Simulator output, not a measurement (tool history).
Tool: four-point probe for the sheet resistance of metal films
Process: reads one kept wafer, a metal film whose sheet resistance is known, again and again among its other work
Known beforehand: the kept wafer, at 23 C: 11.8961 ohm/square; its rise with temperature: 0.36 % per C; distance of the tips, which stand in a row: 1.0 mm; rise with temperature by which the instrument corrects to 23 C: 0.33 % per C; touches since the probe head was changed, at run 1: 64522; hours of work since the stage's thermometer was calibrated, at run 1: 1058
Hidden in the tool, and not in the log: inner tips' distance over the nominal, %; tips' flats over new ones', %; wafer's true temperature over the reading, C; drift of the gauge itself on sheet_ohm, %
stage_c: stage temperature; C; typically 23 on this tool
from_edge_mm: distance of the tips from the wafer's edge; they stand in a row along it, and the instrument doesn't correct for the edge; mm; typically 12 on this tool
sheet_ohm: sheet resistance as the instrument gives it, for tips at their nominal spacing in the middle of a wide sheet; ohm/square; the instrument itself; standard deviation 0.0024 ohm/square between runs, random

run	hour	stage_c	from_edge_mm	touches since the probe head was changed	hours of work since the stage's thermometer was calibrated	sheet_ohm
1	0	23	12	64522	1058	12.008614
2	83.2	28	12	66290	1122	12.033407
3	147	28	12	67646	1170	12.039122
4	228.8	28	12	69383	1233	12.038486
5	313.7	23	10	71187	1297	12.041897
6	367.5	23	10	72331	1338	12.043801
7	454.2	23	10	74172	1404	12.046899
8	504.3	23	10	75238	1443	12.045024
9	541.9	23	12	76036	1471	12.025684
10	623.8	27	12	77776	1534	12.045271
11	674.5	27	12	78853	1572	12.047821
12	719.1	27	12	79801	1606	12.049916
13	763.4	23	12	80742	1640	12.034449
14	808.4	23	38	81700	1674	11.995865
15	854.6	23	12	82681	1710	12.040199
16	940.1	23	12	84498	1775	12.040259
17	1030.2	23	21	86412	1843	12.011684
18	1114.2	24	12	88196	1907	12.047971
# hour 1128.1: stage's thermometer calibrated
19	1193	24	12	89860	49	12.027853
20	1259.2	24	12	91266	100	12.033456
21	1325.1	24	12	92668	150	12.030902
22	1411	19	12	94492	216	12.018295
23	1470.9	25	10	95765	261	12.055544
24	1514.5	25	10	96693	294	12.06147
25	1565.9	24	10	97785	334	12.061314
26	1606	20	4	98635	364	12.369392
27	1680.8	25	63	100225	421	12.0044
28	1731.9	23	12	101311	460	12.039956
29	1781	19	7	102354	497	12.11228
30	1866.8	19	7	104178	563	12.117742
31	1903.9	31	5	104966	591	12.287682
32	1965.6	29	74	106276	638	12.024888
33	2013	29	74	107285	674	12.030156
34	2087.3	23	46	108863	731	12.010541
35	2137.9	31	3	109938	769	12.717518
36	2203.6	23	5	111335	819	12.262071
37	2254.6	21	7	112417	858	12.137313
38	2312.6	21	7	113651	903	12.138466
39	2376.2	28	7	115002	951	12.170208
40	2459.1	21	14	116762	1014	12.053059
41	2509.4	32	13	117831	1052	12.094405
42	2574.8	30	62	119222	1102	12.054708
43	2612.8	30	62	120028	1131	12.054175
44	2682.3	20	24	121505	1184	12.028939

Each row is a separate what-if for the run after 44, all from the same tool condition, not one after another. Results?
A	2738.2	26	12	122693	1227	?
B	2738.2	24	33	122693	1227	?
C	2738.2	28	5	122693	1227	?

run	sheet_ohm
A	12.087134
B	12.040845
C	12.304244
The same runs, with their run-to-run variation unchanged, on a tool lacking any hidden condition would have given:
run	sheet_ohm
A	11.952981
B	11.907067
C	12.167957
